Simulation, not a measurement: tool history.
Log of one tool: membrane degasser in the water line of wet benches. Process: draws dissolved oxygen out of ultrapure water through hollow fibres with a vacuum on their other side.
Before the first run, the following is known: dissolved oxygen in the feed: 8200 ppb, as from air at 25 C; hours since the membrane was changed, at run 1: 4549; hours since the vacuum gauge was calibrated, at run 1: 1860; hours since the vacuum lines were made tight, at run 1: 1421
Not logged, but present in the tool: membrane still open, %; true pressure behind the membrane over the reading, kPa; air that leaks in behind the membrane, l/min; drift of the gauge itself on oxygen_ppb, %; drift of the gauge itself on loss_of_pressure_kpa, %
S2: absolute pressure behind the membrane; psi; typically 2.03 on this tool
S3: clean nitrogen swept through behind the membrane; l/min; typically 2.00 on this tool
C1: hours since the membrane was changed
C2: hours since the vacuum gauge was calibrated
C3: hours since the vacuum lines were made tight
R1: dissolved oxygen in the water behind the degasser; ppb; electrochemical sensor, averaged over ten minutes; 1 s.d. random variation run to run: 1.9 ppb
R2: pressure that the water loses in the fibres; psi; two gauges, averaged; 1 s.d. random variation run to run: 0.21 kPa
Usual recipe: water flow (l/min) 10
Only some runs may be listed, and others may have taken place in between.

run 1 hour=0.0 | water_flow_(l/min)=10 S2=2.03 S3=2.00 | C1=4549 C2=1860 C3=1421 | R1=189.7 R2=6.981
run 2 hour=133.3 | water_flow_(l/min)=10 S2=3.29 S3=2.00 | C1=4682 C2=1993 C3=1554 | R1=291.4 R2=6.952
run 3 hour=361.8 | water_flow_(l/min)=10 S2=2.03 S3=2.00 | C1=4911 C2=2222 C3=1783 | R1=187.6 R2=6.973
run 4 hour=568.9 | water_flow_(l/min)=10 S2=2.03 S3=2.00 | C1=5118 C2=2429 C3=1990 | R1=189.8 R2=6.984
run 5 hour=772.6 | water_flow_(l/min)=10 S2=2.03 S3=2.00 | C1=5322 C2=2633 C3=2193 | R1=188.3 R2=6.976
run 6 hour=902.6 | water_flow_(l/min)=10 S2=2.03 S3=2.00 | C1=5452 C2=2763 C3=2323 | R1=186.7 R2=7.008
run 7 hour=1198.7 | water_flow_(l/min)=10 S2=2.03 S3=2.00 | C1=5748 C2=3059 C3=2619 | R1=185.2 R2=7.020
run 8 hour=1399.0 | water_flow_(l/min)=10 S2=2.03 S3=2.00 | C1=5948 C2=3259 C3=2820 | R1=188.2 R2=6.965
run 9 hour=1532.0 | water_flow_(l/min)=10 S2=2.03 S3=2.00 | C1=6081 C2=3392 C3=2953 | R1=189.0 R2=7.017
run 10 hour=1801.9 | water_flow_(l/min)=11 S2=2.03 S3=2.00 | C1=6351 C2=3662 C3=3223 | R1=226.2 R2=7.677
run 11 hour=1993.3 | water_flow_(l/min)=11 S2=2.03 S3=2.00 | C1=6542 C2=3854 C3=3414 | R1=224.1 R2=7.659
run 12 hour=2251.7 | water_flow_(l/min)=10 S2=2.03 S3=2.00 | C1=6801 C2=4112 C3=3673 | R1=188.8 R2=6.952
run 13 hour=2474.8 | water_flow_(l/min)=10 S2=3.03 S3=2.49 | C1=7024 C2=4335 C3=3896 | R1=233.1 R2=6.968
run 14 hour=2619.9 | water_flow_(l/min)=10 S2=1.64 S3=1.48 | C1=7169 C2=4480 C3=4041 | R1=189.4 R2=6.997
-- hour=2662.4 vacuum gauge calibrated
run 15 hour=2833.4 | water_flow_(l/min)=13 S2=2.03 S3=2.00 | C1=7382 C2=171 C3=4254 | R1=309.0 R2=9.120
run 16 hour=3065.7 | water_flow_(l/min)=13 S2=4.51 S3=1.84 | C1=7614 C2=403 C3=4486 | R1=578.8 R2=9.091
run 17 hour=3244.9 | water_flow_(l/min)=13 S2=4.51 S3=1.84 | C1=7794 C2=583 C3=4665 | R1=574.6 R2=9.072
run 18 hour=3433.2 | water_flow_(l/min)=11 S2=2.97 S3=1.06 | C1=7982 C2=771 C3=4854 | R1=485.8 R2=7.694
run 19 hour=3662.1 | water_flow_(l/min)=10 S2=2.89 S3=1.04 | C1=8211 C2=1000 C3=5082 | R1=417.7 R2=7.013
run 20 hour=3823.4 | water_flow_(l/min)=10 S2=4.38 S3=2.00 | C1=8372 C2=1161 C3=5244 | R1=374.3 R2=6.992
run 21 hour=4049.2 | water_flow_(l/min)=13 S2=3.15 S3=2.00 | C1=8598 C2=1387 C3=5469 | R1=420.9 R2=9.049
run 22 hour=4312.7 | water_flow_(l/min)=8 S2=5.08 S3=0.96 | C1=8861 C2=1650 C3=5733 | R1=602.1 R2=5.591
run 23 hour=4545.6 | water_flow_(l/min)=10 S2=1.58 S3=2.00 | C1=9094 C2=1883 C3=5966 | R1=151.9 R2=6.995
run 24 hour=4819.3 | water_flow_(l/min)=12 S2=4.35 S3=0.80 | C1=9368 C2=2157 C3=6240 | R1=933.4 R2=8.380

Each row is a separate what-if for the run after 24, all from the same tool condition, not one after another. Results?
run A hour=5070.5 | water_flow_(l/min)=10 S2=2.00 S3=2.00 | C1=9619 C2=2408 C3=6491 | R1=? R2=?
run B hour=5070.5 | water_flow_(l/min)=12 S2=2.58 S3=3.85 | C1=9619 C2=2408 C3=6491 | R1=? R2=?
run C hour=5070.5 | water_flow_(l/min)=12 S2=2.23 S3=2.00 | C1=9619 C2=2408 C3=6491 | R1=? R2=?
run D hour=5070.5 | water_flow_(l/min)=6 S2=4.35 S3=0.80 | C1=9619 C2=2408 C3=6491 | R1=? R2=?
run E hour=5070.5 | water_flow_(l/min)=7 S2=2.03 S3=2.00 | C1=9619 C2=2408 C3=6491 | R1=? R2=?

run=A R1=186.3 R2=7.030
run=B R1=221.8 R2=8.454
run=C R1=280.0 R2=8.370
run=D R1=462.1 R2=4.208
run=E R1=105.1 R2=4.870
Had the tool no hidden state, the same runs would have come out as:
run=A R1=185.9 R2=7.023
run=B R1=221.2 R2=8.446
run=C R1=279.4 R2=8.361
run=D R1=461.7 R2=4.203
run=E R1=105.0 R2=4.865
